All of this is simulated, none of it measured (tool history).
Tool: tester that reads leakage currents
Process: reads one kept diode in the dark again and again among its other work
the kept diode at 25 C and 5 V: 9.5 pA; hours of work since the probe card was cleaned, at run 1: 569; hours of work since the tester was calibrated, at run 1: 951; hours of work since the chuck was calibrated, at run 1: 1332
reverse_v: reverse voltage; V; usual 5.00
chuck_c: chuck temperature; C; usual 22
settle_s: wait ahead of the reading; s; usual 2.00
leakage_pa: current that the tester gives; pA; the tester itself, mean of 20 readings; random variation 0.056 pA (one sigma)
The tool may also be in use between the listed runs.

| run | hour | reverse_v | chuck_c | settle_s | hours of work since the probe card was cleaned | hours of work since the tester was calibrated | hours of work since the chuck was calibrated | leakage_pa |
|---|---|---|---|---|---|---|---|---|
| 1 | 0.0 | 5.00 | 22 | 2.00 | 569 | 951 | 1332 | 10.37 |
| 2 | 17.7 | 5.00 | 22 | 2.00 | 581 | 963 | 1344 | 10.36 |
| 3 | 32.3 | 1.60 | 22 | 2.00 | 590 | 972 | 1353 | 5.27 |
| 4 | 52.3 | 1.60 | 22 | 2.00 | 603 | 986 | 1366 | 5.30 |
| 5 | 79.2 | 5.00 | 22 | 2.00 | 621 | 1003 | 1384 | 10.45 |
| 6 | 107.3 | 5.00 | 22 | 2.86 | 640 | 1022 | 1403 | 10.36 |
| 7 | 125.0 | 5.00 | 22 | 2.86 | 651 | 1033 | 1414 | 10.31 |
|  | 139.6 | chuck's temperature calibrated |
| 8 | 157.7 | 5.00 | 44 | 2.00 | 671 | 1054 | 12 | 41.90 |
| 9 | 185.9 | 5.00 | 44 | 2.00 | 690 | 1072 | 30 | 42.07 |
| 10 | 218.9 | 5.00 | 44 | 2.00 | 712 | 1094 | 52 | 42.40 |
| 11 | 246.2 | 5.00 | 44 | 2.00 | 730 | 1112 | 70 | 42.37 |
| 12 | 267.3 | 6.51 | 32 | 0.55 | 743 | 1126 | 84 | 23.99 |
|  | 270.8 | tester calibrated |
| 13 | 285.0 | 2.62 | 40 | 3.39 | 754 | 9 | 94 | 22.32 |
| 14 | 305.2 | 2.01 | 29 | 3.39 | 767 | 23 | 108 | 8.59 |
| 15 | 320.6 | 2.01 | 29 | 3.39 | 777 | 33 | 118 | 8.61 |
| 16 | 340.2 | 2.01 | 29 | 3.39 | 790 | 46 | 131 | 8.66 |
|  | 344.9 | tester calibrated, once more |
| 17 | 356.2 | 3.33 | 37 | 7.87 | 799 | 7 | 140 | 20.77 |
| 18 | 374.7 | 5.80 | 37 | 7.87 | 811 | 20 | 152 | 28.28 |
| 19 | 393.0 | 5.80 | 37 | 0.40 | 823 | 32 | 164 | 32.30 |
| 20 | 414.5 | 5.80 | 37 | 0.40 | 838 | 46 | 178 | 32.48 |
| 21 | 429.1 | 5.80 | 37 | 0.40 | 847 | 55 | 188 | 32.80 |
| 22 | 459.9 | 5.80 | 37 | 0.40 | 867 | 76 | 208 | 32.55 |

4 ways to go on from here, each from the tool as it stands after run 22. What would each give?
| A | 484.5 | 3.49 | 22 | 2.00 | 884 | 92 | 224 | ? |
| B | 484.5 | 5.80 | 50 | 0.40 | 884 | 92 | 224 | ? |
| C | 484.5 | 1.22 | 30 | 1.73 | 884 | 92 | 224 | ? |
| D | 484.5 | 5.14 | 57 | 0.96 | 884 | 92 | 224 | ? |

| run | leakage_pa |
|---|---|
| A | 7.68 |
| B | 74.72 |
| C | 7.33 |
| D | 106.24 |
Without the tool's hidden state the same runs would have given:
| run | leakage_pa |
|---|---|
| A | 6.71 |
| B | 71.81 |
| C | 6.87 |
| D | 102.82 |
